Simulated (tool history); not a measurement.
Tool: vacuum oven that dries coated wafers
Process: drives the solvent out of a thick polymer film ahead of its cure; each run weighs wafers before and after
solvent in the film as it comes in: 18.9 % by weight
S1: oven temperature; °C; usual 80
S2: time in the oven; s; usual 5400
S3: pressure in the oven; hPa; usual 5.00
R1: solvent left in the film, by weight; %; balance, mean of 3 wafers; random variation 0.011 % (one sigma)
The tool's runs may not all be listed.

| run | day | S1 | S2 | S3 | R1 |
|---|---|---|---|---|---|
| 1 | 0.000 | 80 | 5400 | 5.00 | 1.97 |
| 2 | 0.933 | 80 | 5400 | 5.00 | 1.98 |
| 3 | 1.371 | 92 | 5400 | 5.00 | 0.50 |
| 4 | 2.071 | 92 | 5400 | 5.00 | 0.51 |
| 5 | 2.742 | 92 | 5400 | 5.00 | 0.50 |
| 6 | 3.438 | 92 | 5400 | 5.00 | 0.51 |
| 7 | 4.042 | 92 | 5400 | 5.00 | 0.50 |
| 8 | 4.521 | 92 | 5400 | 5.00 | 0.51 |
| 9 | 5.142 | 80 | 3000 | 5.00 | 4.42 |
| 10 | 6.058 | 79 | 5880 | 2.95 | 1.72 |
| 11 | 7.025 | 79 | 5880 | 2.95 | 1.71 |

Forecast each of these 4 alternatives for the next run:
| A | 7.729 | 80 | 5940 | 2.70 | ? |
| B | 7.729 | 75 | 2700 | 2.95 | ? |
| C | 7.729 | 69 | 5400 | 5.00 | ? |
| D | 7.729 | 94 | 4260 | 4.41 | ? |

| run | R1 |
|---|---|
| A | 1.39 |
| B | 6.92 |
| C | 6.05 |
| D | 0.46 |
Without the tool's hidden state the same runs would have given:
| run | R1 |
|---|---|
| A | 1.65 |
| B | 7.50 |
| C | 6.64 |
| D | 0.47 |
